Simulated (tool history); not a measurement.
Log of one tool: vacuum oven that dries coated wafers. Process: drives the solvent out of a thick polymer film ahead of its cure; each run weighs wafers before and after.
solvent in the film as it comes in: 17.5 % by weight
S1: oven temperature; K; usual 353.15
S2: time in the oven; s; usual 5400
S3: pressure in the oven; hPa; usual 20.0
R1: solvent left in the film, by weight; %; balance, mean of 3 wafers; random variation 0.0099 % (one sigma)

run 1 hour=0.0 | S1=353.15 S2=5400 S3=20.0 | R1=2.388
-- hour=100.7 oven's thermocouples calibrated
run 2 hour=100.7 | S1=353.15 S2=6840 S3=20.0 | R1=2.096
run 3 hour=210.2 | S1=353.15 S2=6840 S3=20.0 | R1=2.087
run 4 hour=259.1 | S1=353.15 S2=5400 S3=20.0 | R1=2.523
run 5 hour=347.5 | S1=350.15 S2=5400 S3=20.0 | R1=3.156
run 6 hour=438.4 | S1=353.15 S2=5400 S3=14.6 | R1=2.107
run 7 hour=540.3 | S1=353.15 S2=5400 S3=14.6 | R1=2.127
run 8 hour=605.2 | S1=356.15 S2=5400 S3=20.0 | R1=2.010
run 9 hour=672.6 | S1=356.15 S2=5400 S3=20.0 | R1=2.034
run 10 hour=744.3 | S1=353.15 S2=9240 S3=20.0 | R1=1.782
run 11 hour=848.6 | S1=353.15 S2=9240 S3=20.0 | R1=1.777
run 12 hour=960.8 | S1=338.15 S2=9240 S3=20.0 | R1=4.522
run 13 hour=1016.7 | S1=353.15 S2=4860 S3=20.0 | R1=2.760
run 14 hour=1071.4 | S1=354.15 S2=5700 S3=26.8 | R1=2.726
run 15 hour=1128.6 | S1=360.15 S2=5700 S3=14.5 | R1=1.165
run 16 hour=1211.9 | S1=343.15 S2=9480 S3=14.5 | R1=2.580
run 17 hour=1270.6 | S1=349.15 S2=3480 S3=20.0 | R1=4.922
run 18 hour=1335.7 | S1=351.15 S2=3000 S3=31.7 | R1=5.800

The next listed run, before its measurement:
-- hour=1427.0 oven's thermocouples calibrated
run 19 hour=1440.0 | S1=345.15 S2=6780 S3=15.6 | R1=?

Run 19 gave R1 3.233 %.
Without the tool's hidden state the same run would have given R1 3.187 %.
